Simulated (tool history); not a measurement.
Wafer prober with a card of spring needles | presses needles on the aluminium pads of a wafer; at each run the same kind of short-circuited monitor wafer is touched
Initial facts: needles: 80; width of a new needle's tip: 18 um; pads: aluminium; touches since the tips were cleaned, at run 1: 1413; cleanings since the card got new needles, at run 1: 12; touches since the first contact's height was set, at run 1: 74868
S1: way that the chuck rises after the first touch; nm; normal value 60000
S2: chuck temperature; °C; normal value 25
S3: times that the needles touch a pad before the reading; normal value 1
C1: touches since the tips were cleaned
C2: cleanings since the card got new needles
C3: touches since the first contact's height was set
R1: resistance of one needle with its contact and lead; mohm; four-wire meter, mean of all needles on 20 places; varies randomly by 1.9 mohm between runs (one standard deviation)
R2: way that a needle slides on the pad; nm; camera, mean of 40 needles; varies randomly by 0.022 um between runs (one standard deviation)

run	hour	S1	S2	S3	C1	C2	C3	R1	R2
1	0	60000	25	1	1413	12	74868	232	9090
# hour 14.6: tips cleaned on abrasive film
2	15.7	60000	25	1	353	13	79725	223	9040
3	29.8	60000	25	1	4740	13	84112	271	9050
# hour 34.2: tips cleaned on abrasive film
4	45.2	60000	25	1	3414	14	88872	260	9020
# hour 53.2: tips cleaned on abrasive film
5	56.8	60000	25	1	1119	15	92463	236	8990
6	64.6	60000	25	1	3567	15	94911	262	9020
# hour 72.5: tips cleaned on abrasive film
7	78.9	60000	25	1	2000	16	99336	247	8990
# hour 92.2: tips cleaned on abrasive film
8	94.5	60000	25	1	712	17	104151	225	9090
9	106.4	43000	25	1	4406	17	107845	317	6370
# hour 111.6: tips cleaned on abrasive film
10	119.1	43000	25	1	2333	18	111795	287	6350
# hour 130.7: tips cleaned on abrasive film
11	131.6	43000	25	1	282	19	115639	233	6310
12	147.2	43000	25	1	5157	19	120514	336	6300
# hour 149.9: tips cleaned on abrasive film
13	156	60000	28	1	1891	20	123208	245	8950
14	168.3	60000	28	1	5730	20	127047	277	8940
# hour 169.5: tips cleaned on abrasive film
15	176.3	60000	28	1	2123	21	129526	250	8930
# hour 189: tips cleaned on abrasive film
16	192.1	60000	102	1	958	22	134406	252	8900
17	204.5	60000	102	1	4805	22	138253	277	8930
# hour 208.5: tips cleaned on abrasive film
18	215.6	60000	102	1	2227	23	141700	260	8890
# hour 227.4: tips cleaned on abrasive film
19	228.6	60000	68	1	399	24	145723	231	8840
20	240.2	60000	25	2	3994	24	149318	244	8870
# hour 246.6: tips cleaned on abrasive film
21	250.6	60000	25	2	1257	25	152535	229	8900
22	265	60000	25	2	5755	25	157033	250	8850
# hour 266.6: tips cleaned on abrasive film
23	271.8	41000	58	1	1644	26	159120	287	5900
24	285.1	41000	58	1	5774	26	163250	357	5870
# hour 286.6: tips cleaned on abrasive film
25	292.3	42000	25	2	1778	27	165464	256	6040
26	301.4	46000	38	2	4599	27	168285	278	6660
# hour 305.4: tips cleaned on abrasive film
27	308.6	44000	53	1	1009	28	170522	261	6330
28	319	58000	25	2	4244	28	173757	251	8500
# hour 324.5: tips cleaned on abrasive film
29	326.5	58000	25	2	624	29	176041	225	8490
# hour 330.1: height of the first contact set anew
30	335.3	58000	25	2	3269	29	1612	236	8960
# hour 344.2: tips cleaned on abrasive film
31	344.2	58000	25	2	0	30	4357	214	8980
32	354.8	58000	25	2	3305	30	7662	239	8980
# hour 363.6: tips cleaned on abrasive film
33	367.9	74000	31	2	1357	31	11723	218	11450
# hour 382.9: tips cleaned on abrasive film
34	382.9	61000	122	1	0	32	16374	237	9440

Describe how what the log doesn't record of the tool's condition differs between the last listed run preceding each entry between runs and the first listed run following it.
Runs 1 to 2: tips cleaned on abrasive film (hour 14.6)
  debris on the tips, nm: 36.6 -> 16.2; way that the needles fall short of the set height, um: 1.33 -> 1.44; tips' diameter, um: 18.46 -> 18.5
  measured value less the no-hidden-state value, R1: +26 -> +12 mohm; R2: -200 -> -230 nm
Runs 3 to 4: tips cleaned on abrasive film (hour 34.2)
  debris on the tips, nm: 86.6 -> 71.4; way that the needles fall short of the set height, um: 1.44 -> 1.56; tips' diameter, um: 18.5 -> 18.55
  measured value less the no-hidden-state value, R1: +62 -> +52 mohm; R2: -220 -> -240 nm
Runs 4 to 5: tips cleaned on abrasive film (hour 53.2)
  debris on the tips, nm: 71.4 -> 35.9; way that the needles fall short of the set height, um: 1.56 -> 1.65; tips' diameter, um: 18.55 -> 18.58
  measured value less the no-hidden-state value, R1: +52 -> +26 mohm; R2: -240 -> -250 nm
Runs 6 to 7: tips cleaned on abrasive film (hour 72.5)
  debris on the tips, nm: 75.2 -> 49; way that the needles fall short of the set height, um: 1.65 -> 1.75; tips' diameter, um: 18.58 -> 18.61
  measured value less the no-hidden-state value, R1: +55 -> +36 mohm; R2: -260 -> -270 nm
Runs 7 to 8: tips cleaned on abrasive film (hour 92.2)
  debris on the tips, nm: 49 -> 24.4; way that the needles fall short of the set height, um: 1.75 -> 1.85; tips' diameter, um: 18.61 -> 18.65
  measured value less the no-hidden-state value, R1: +36 -> +18 mohm; R2: -270 -> -280 nm
Runs 9 to 10: tips cleaned on abrasive film (hour 111.6)
  debris on the tips, nm: 82.5 -> 55.5; way that the needles fall short of the set height, um: 1.85 -> 1.94; tips' diameter, um: 18.65 -> 18.68
  measured value less the no-hidden-state value, R1: +108 -> +75 mohm; R2: -280 -> -300 nm
Runs 10 to 11: tips cleaned on abrasive film (hour 130.7)
  debris on the tips, nm: 55.5 -> 13.8; way that the needles fall short of the set height, um: 1.94 -> 2.06; tips' diameter, um: 18.68 -> 18.72
  measured value less the no-hidden-state value, R1: +75 -> +20 mohm; R2: -300 -> -320 nm
Runs 12 to 13: tips cleaned on abrasive film (hour 149.9)
  debris on the tips, nm: 89.8 -> 49.9; way that the needles fall short of the set height, um: 2.06 -> 2.19; tips' diameter, um: 18.72 -> 18.77
  measured value less the no-hidden-state value, R1: +121 -> +37 mohm; R2: -320 -> -340 nm
Runs 14 to 15: tips cleaned on abrasive film (hour 169.5)
  debris on the tips, nm: 96.1 -> 53.8; way that the needles fall short of the set height, um: 2.19 -> 2.32; tips' diameter, um: 18.77 -> 18.81
  measured value less the no-hidden-state value, R1: +70 -> +41 mohm; R2: -330 -> -360 nm
Runs 15 to 16: tips cleaned on abrasive film (hour 189)
  debris on the tips, nm: 53.8 -> 31.9; way that the needles fall short of the set height, um: 2.32 -> 2.44; tips' diameter, um: 18.81 -> 18.86
  measured value less the no-hidden-state value, R1: +41 -> +22 mohm; R2: -360 -> -380 nm
Runs 17 to 18: tips cleaned on abrasive film (hour 208.5)
  debris on the tips, nm: 84.7 -> 56.6; way that the needles fall short of the set height, um: 2.44 -> 2.56; tips' diameter, um: 18.86 -> 18.9
  measured value less the no-hidden-state value, R1: +56 -> +39 mohm; R2: -380 -> -400 nm
Runs 18 to 19: tips cleaned on abrasive film (hour 227.4)
  debris on the tips, nm: 56.6 -> 16.5; way that the needles fall short of the set height, um: 2.56 -> 2.7; tips' diameter, um: 18.9 -> 18.95
  measured value less the no-hidden-state value, R1: +39 -> +13 mohm; R2: -400 -> -420 nm
Runs 20 to 21: tips cleaned on abrasive film (hour 246.6)
  debris on the tips, nm: 77.3 -> 36.1; way that the needles fall short of the set height, um: 2.7 -> 2.81; tips' diameter, um: 18.95 -> 18.98
  measured value less the no-hidden-state value, R1: +36 -> +18 mohm; R2: -420 -> -430 nm
Runs 22 to 23: tips cleaned on abrasive film (hour 266.6)
  debris on the tips, nm: 94 -> 45.7; way that the needles fall short of the set height, um: 2.81 -> 2.94; tips' diameter, um: 18.98 -> 19.03
  measured value less the no-hidden-state value, R1: +44 -> +69 mohm; R2: -440 -> -460 nm
Runs 24 to 25: tips cleaned on abrasive film (hour 286.6)
  debris on the tips, nm: 95.8 -> 47.8; way that the needles fall short of the set height, um: 2.94 -> 3.05; tips' diameter, um: 19.03 -> 19.07
  measured value less the no-hidden-state value, R1: +141 -> +45 mohm; R2: -450 -> -470 nm
Runs 26 to 27: tips cleaned on abrasive film (hour 305.4)
  debris on the tips, nm: 86.4 -> 30.6; way that the needles fall short of the set height, um: 3.05 -> 3.19; tips' diameter, um: 19.07 -> 19.12
  measured value less the no-hidden-state value, R1: +65 -> +42 mohm; R2: -470 -> -490 nm
Runs 28 to 29: tips cleaned on abrasive film (hour 324.5)
  debris on the tips, nm: 81.6 -> 25.7; way that the needles fall short of the set height, um: 3.19 -> 3.31; tips' diameter, um: 19.12 -> 19.16
  measured value less the no-hidden-state value, R1: +42 -> +14 mohm; R2: -490 -> -510 nm
Runs 29 to 30: height of the first contact set anew (hour 330.1)
  debris on the tips, nm: 25.7 -> 70.3; way that the needles fall short of the set height, um: 3.31 -> 0
  measured value less the no-hidden-state value, R1: +14 -> +32 mohm; R2: -510 -> +0 nm
Runs 30 to 31: tips cleaned on abrasive film (hour 344.2)
  debris on the tips, nm: 70.3 -> 8; way that the needles fall short of the set height, um: 0 -> 0.11; tips' diameter, um: 19.16 -> 19.2
  measured value less the no-hidden-state value, R1: +32 -> +4 mohm; R2: +0 -> -20 nm
Runs 32 to 33: tips cleaned on abrasive film (hour 363.6)
  debris on the tips, nm: 67.2 -> 36.8; way that the needles fall short of the set height, um: 0.11 -> 0.24; tips' diameter, um: 19.2 -> 19.24
  measured value less the no-hidden-state value, R1: +31 -> +11 mohm; R2: -10 -> -40 nm
Runs 33 to 34: tips cleaned on abrasive film (hour 382.9)
  debris on the tips, nm: 36.8 -> 6.5; way that the needles fall short of the set height, um: 0.24 -> 0.34; tips' diameter, um: 19.24 -> 19.28
  measured value less the no-hidden-state value, R1: +11 -> +5 mohm; R2: -40 -> -50 nm
